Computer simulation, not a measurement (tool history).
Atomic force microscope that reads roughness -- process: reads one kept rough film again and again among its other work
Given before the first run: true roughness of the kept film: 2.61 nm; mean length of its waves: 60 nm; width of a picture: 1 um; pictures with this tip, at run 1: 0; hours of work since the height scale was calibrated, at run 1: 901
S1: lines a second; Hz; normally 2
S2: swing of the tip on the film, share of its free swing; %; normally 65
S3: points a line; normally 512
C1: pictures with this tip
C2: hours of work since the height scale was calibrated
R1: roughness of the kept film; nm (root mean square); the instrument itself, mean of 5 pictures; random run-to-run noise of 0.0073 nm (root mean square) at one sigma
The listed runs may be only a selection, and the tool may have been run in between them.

| run | hour | S1 | S2 | S3 | C1 | C2 | R1 |
|---|---|---|---|---|---|---|---|
| 1 | 0 | 2 | 65 | 512 | 0 | 901 | 2.419 |
| 2 | 34 | 2 | 65 | 512 | 45 | 922 | 2.409 |
| 3 | 69.8 | 2 | 65 | 512 | 92 | 944 | 2.364 |
|  | 99.9 | new tip fitted |
| 4 | 105.6 | 2 | 65 | 512 | 7 | 966 | 2.421 |
| 5 | 122.2 | 2 | 65 | 512 | 29 | 976 | 2.417 |
| 6 | 141.3 | 2 | 65 | 512 | 54 | 988 | 2.389 |
| 7 | 167.1 | 2 | 65 | 512 | 88 | 1004 | 2.385 |
|  | 201.3 | new tip fitted |
| 8 | 203.4 | 2 | 65 | 512 | 3 | 1026 | 2.439 |
| 9 | 225 | 3.96 | 65 | 512 | 31 | 1039 | 2.258 |
| 10 | 257.9 | 3.96 | 65 | 512 | 75 | 1060 | 2.245 |
| 11 | 291.7 | 1.46 | 83 | 512 | 120 | 1081 | 2.229 |
|  | 303.5 | new tip fitted |
| 12 | 319.8 | 3.76 | 65 | 848 | 21 | 1098 | 2.287 |
| 13 | 341.8 | 3.76 | 65 | 848 | 50 | 1111 | 2.265 |
| 14 | 360.9 | 0.93 | 57 | 377 | 76 | 1123 | 2.524 |
|  | 363.8 | height scale calibrated on a step standard |
| 15 | 386 | 0.88 | 64 | 377 | 108 | 14 | 2.485 |
|  | 406 | new tip fitted |
| 16 | 407.9 | 1.87 | 57 | 512 | 2 | 27 | 2.53 |
| 17 | 434.9 | 1.87 | 57 | 512 | 38 | 44 | 2.516 |
| 18 | 463.5 | 2 | 57 | 373 | 76 | 61 | 2.479 |
| 19 | 497.8 | 2 | 57 | 373 | 121 | 83 | 2.46 |
|  | 507.7 | new tip fitted |
| 20 | 527.9 | 1.5 | 71 | 512 | 27 | 101 | 2.44 |

Some steps in R1, run to run, broken into two amounts with sign: the step expected even without the hidden condition (settings, incoming material, random variation), and the rest, left for the hidden condition together with whatever gauge scatter is not in both the measured and the hidden-condition-free result:
Hidden state present: radius of the tip, nm; height scale over the true one, %; drift of the gauge itself on roughness_nm, %.
Run 7 -> 8: new tip fitted. R1 +0.054 nm (root mean square): hidden state +0.057, all else -0.003.
Run 8 -> 9: S1 2 -> 3.96. R1 -0.181 nm (root mean square): hidden state -0.018, all else -0.163.
Run 13 -> 14: S1 3.76 -> 0.93, S2 65 -> 57, S3 848 -> 377. R1 +0.259 nm (root mean square): hidden state -0.014, all else +0.273.
Run 15 -> 16: S1 0.88 -> 1.87, S2 64 -> 57, S3 377 -> 512, new tip fitted. R1 +0.045 nm (root mean square): hidden state +0.072, all else -0.027.

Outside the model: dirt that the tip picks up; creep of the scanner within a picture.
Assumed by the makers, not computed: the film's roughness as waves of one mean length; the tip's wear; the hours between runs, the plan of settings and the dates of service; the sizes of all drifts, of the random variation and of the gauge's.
